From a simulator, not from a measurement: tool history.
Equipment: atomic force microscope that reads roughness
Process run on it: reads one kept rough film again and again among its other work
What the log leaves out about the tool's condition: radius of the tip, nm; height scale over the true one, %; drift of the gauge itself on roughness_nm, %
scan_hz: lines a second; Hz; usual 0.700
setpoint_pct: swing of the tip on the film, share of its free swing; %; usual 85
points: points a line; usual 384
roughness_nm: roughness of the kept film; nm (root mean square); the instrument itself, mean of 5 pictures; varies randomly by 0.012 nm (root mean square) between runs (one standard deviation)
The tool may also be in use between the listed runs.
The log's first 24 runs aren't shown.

run     day  scan_hz  setpoint_pct  points  pictures with this tip  hours of work since the height scale was calibrated  roughness_nm
 25   8.683    2.737            64     550                      79                                                  298         2.883
 26   9.100    2.737            64     550                     101                                                  305         2.880
      9.271  -- new tip fitted
 27   9.604    2.737            64     550                      18                                                  312         2.894
 28   9.817    1.328            89     344                      29                                                  315         2.691
 29  10.029    1.220            85     384                      40                                                  318         2.796
 30  10.442    1.357            67     384                      62                                                  325         2.935
 31  10.675    0.700            85     862                      74                                                  328         2.943
 32  11.142    0.700            85     862                      99                                                  335         2.933
     11.354  -- new tip fitted
 33  11.617    0.700            85     622                      14                                                  342         2.947
 34  11.912    0.700            85     622                      29                                                  347         2.943
 35  12.154    2.717            85     622                      42                                                  350         2.536
 36  12.550    0.572            58     384                      63                                                  356         3.032
 37  12.988    0.706            57     271                      86                                                  363         2.991
 38  13.204    0.706            57     840                      98                                                  366         3.061

Each row is a separate what-if for the run after 38, all from the same tool condition, not one after another. Results?
     13.429  -- new tip fitted
  A  13.708    1.033            62     384                      15                                                  374             ?
     13.429  -- new tip fitted
  B  13.708    0.706            57     694                      15                                                  374             ?
     13.429  -- new tip fitted
  C  13.708    1.529            57     864                      15                                                  374             ?
     13.429  -- new tip fitted
  D  13.708    2.425            89     349                      15                                                  374             ?

run  roughness_nm
  A         2.987
  B         3.064
  C         3.030
  D         2.466
The same runs, with their run-to-run variation unchanged, on a tool lacking any hidden condition would have given:
run  roughness_nm
  A         2.990
  B         3.066
  C         3.032
  D         2.468

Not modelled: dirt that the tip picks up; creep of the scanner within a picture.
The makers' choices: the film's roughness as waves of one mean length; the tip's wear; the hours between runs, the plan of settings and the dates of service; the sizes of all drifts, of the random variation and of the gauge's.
